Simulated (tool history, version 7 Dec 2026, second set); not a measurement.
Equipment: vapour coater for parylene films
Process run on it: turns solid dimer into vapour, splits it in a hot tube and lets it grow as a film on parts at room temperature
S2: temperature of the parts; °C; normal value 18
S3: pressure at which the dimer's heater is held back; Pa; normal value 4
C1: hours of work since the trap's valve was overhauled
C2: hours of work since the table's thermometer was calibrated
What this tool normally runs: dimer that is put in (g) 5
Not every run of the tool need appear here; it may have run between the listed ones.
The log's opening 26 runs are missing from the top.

{"run": 27, "hour": 558.9, "dimer that is put in (g)": 8, "S2": 22, "S3": 4.17, "C1": 92, "C2": 484, "thickness of the film (µm)": 5.99}
{"run": 28, "hour": 576.8, "dimer that is put in (g)": 5, "S2": 12, "S3": 4, "C1": 106, "C2": 498, "thickness of the film (µm)": 5.59}
{"run": 29, "hour": 605.8, "dimer that is put in (g)": 5, "S2": 26, "S3": 2.39, "C1": 129, "C2": 520, "thickness of the film (µm)": 3.34}
{"run": 30, "hour": 624.9, "dimer that is put in (g)": 5, "S2": 28, "S3": 6.24, "C1": 144, "C2": 535, "thickness of the film (µm)": 2.72}
{"run": 31, "hour": 644.3, "dimer that is put in (g)": 5, "S2": 24, "S3": 3.39, "C1": 159, "C2": 550, "thickness of the film (µm)": 3.55}
{"run": 32, "hour": 666.7, "dimer that is put in (g)": 5, "S2": 29, "S3": 4, "C1": 176, "C2": 568, "thickness of the film (µm)": 2.75}
{"run": 33, "hour": 687.8, "dimer that is put in (g)": 5, "S2": 29, "S3": 4, "C1": 192, "C2": 584, "thickness of the film (µm)": 2.75}
{"run": 34, "hour": 711.1, "dimer that is put in (g)": 5, "S2": 29, "S3": 4, "C1": 210, "C2": 602, "thickness of the film (µm)": 2.75}
{"run": 35, "hour": 724.5, "dimer that is put in (g)": 5, "S2": 15, "S3": 10.37, "C1": 221, "C2": 613, "thickness of the film (µm)": 4.66}
{"run": 36, "hour": 744.1, "dimer that is put in (g)": 3, "S2": 18, "S3": 2.43, "C1": 236, "C2": 628, "thickness of the film (µm)": 2.87}
{"run": 37, "hour": 768.7, "dimer that is put in (g)": 3, "S2": 18, "S3": 2.43, "C1": 255, "C2": 647, "thickness of the film (µm)": 2.88}
{"hour": 773.3, "done": "gauge calibrated"}
{"run": 38, "hour": 788.7, "dimer that is put in (g)": 3, "S2": 18, "S3": 2.43, "C1": 271, "C2": 662, "thickness of the film (µm)": 2.78}
{"run": 39, "hour": 811.8, "dimer that is put in (g)": 5, "S2": 18, "S3": 3.21, "C1": 289, "C2": 680, "thickness of the film (µm)": 4.55}
{"run": 40, "hour": 838.2, "dimer that is put in (g)": 4, "S2": 13, "S3": 4.15, "C1": 309, "C2": 701, "thickness of the film (µm)": 4.39}

What if the next run were any one of these 3? Each begins from the tool's condition after run 40:
{"run": "A", "hour": 855.2, "dimer that is put in (g)": 4, "S2": 25, "S3": 2.82, "C1": 322, "C2": 714, "thickness of the film (µm)": "?"}
{"run": "B", "hour": 855.2, "dimer that is put in (g)": 3, "S2": 15, "S3": 8.57, "C1": 322, "C2": 714, "thickness of the film (µm)": "?"}
{"run": "C", "hour": 855.2, "dimer that is put in (g)": 2, "S2": 15, "S3": 2.78, "C1": 322, "C2": 714, "thickness of the film (µm)": "?"}

run=A thickness_of_the_film_(µm)=2.69
run=B thickness_of_the_film_(µm)=2.76
run=C thickness_of_the_film_(µm)=2.11
Without the tool's hidden state the same runs would have given:
run=A thickness_of_the_film_(µm)=2.68
run=B thickness_of_the_film_(µm)=2.75
run=C thickness_of_the_film_(µm)=2.1
